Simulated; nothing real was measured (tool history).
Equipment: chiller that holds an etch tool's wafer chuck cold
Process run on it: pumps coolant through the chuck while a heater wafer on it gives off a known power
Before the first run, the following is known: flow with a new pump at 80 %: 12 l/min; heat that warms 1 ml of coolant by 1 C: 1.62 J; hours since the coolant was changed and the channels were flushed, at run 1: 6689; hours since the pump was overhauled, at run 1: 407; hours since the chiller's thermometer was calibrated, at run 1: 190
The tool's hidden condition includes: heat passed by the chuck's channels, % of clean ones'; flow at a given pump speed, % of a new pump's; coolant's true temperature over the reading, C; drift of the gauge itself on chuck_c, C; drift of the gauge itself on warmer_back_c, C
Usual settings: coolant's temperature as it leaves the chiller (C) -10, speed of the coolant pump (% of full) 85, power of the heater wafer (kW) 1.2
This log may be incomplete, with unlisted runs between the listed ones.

run	hour	coolant's temperature as it leaves the chiller (C)	speed of the coolant pump (% of full)	power of the heater wafer (kW)	hours since the coolant was changed and the channels were flushed	hours since the pump was overhauled	hours since the chiller's thermometer was calibrated	chuck's temperature once it has settled (C)	how much warmer the coolant comes back (C)
1	0	-10	85	1.2	6689	407	190	-0.5	3.54
2	72.1	-10	85	1.2	6761	479	262	-0.6	3.51
3	110.3	-10	85	1.2	6799	517	300	-0.8	3.53
4	176.5	-10	85	0.607	6866	584	367	-5.1	1.84
5	237.3	-10	85	0.607	6926	644	427	-5.3	1.88
6	271.4	-10	85	0.607	6960	679	461	-5.1	1.92
7	323.7	-10	85	0.612	7013	731	514	-5.1	1.9
8	376	-10	63	1.2	7065	783	566	1.7	4.88
9	441.3	-10	63	1.2	7130	848	631	1.6	4.93
10	502	-10	85	1.2	7191	909	692	-0.4	3.68
11	546.6	-10	85	1.2	7236	954	737	-0.5	3.72
12	588.3	-10	85	1.2	7277	995	778	-0.8	3.72
13	621.5	-10	85	1.2	7310	1029	811	-0.6	3.8
14	699.7	-10	85	1.2	7389	1107	890	-0.6	3.75
15	739.2	-10	85	1.2	7428	1146	929	-0.4	3.79
16	793.2	-10	85	1.2	7482	1200	983	-0.6	3.77
17	849	-16	63	1.364	7538	1256	1039	-2.7	5.76
18	884.5	-7	63	1.364	7573	1292	1074	6.3	5.78
19	926.5	-7	63	1.364	7615	1334	1116	6.4	5.81
20	990.1	-7	63	1.364	7679	1397	1180	6.3	5.8
# hour 1012.3: gauge calibrated
21	1034.4	-7	86	0.666	7723	1441	1224	-1.8	1.95
22	1101.6	-10	85	1.698	7791	1509	1292	3.5	4.96

Estimate the outcome of run 23 from the log above:
23	1173.9	-10	85	1.698	7863	1581	1364	?	?

Logged for run 23: chuck's temperature once it has settled (C) 3.4, how much warmer the coolant comes back (C) 4.96.
The same run, on a tool lacking any hidden state, would have yielded chuck's temperature once it has settled (C) 3.4, how much warmer the coolant comes back (C) 4.89.
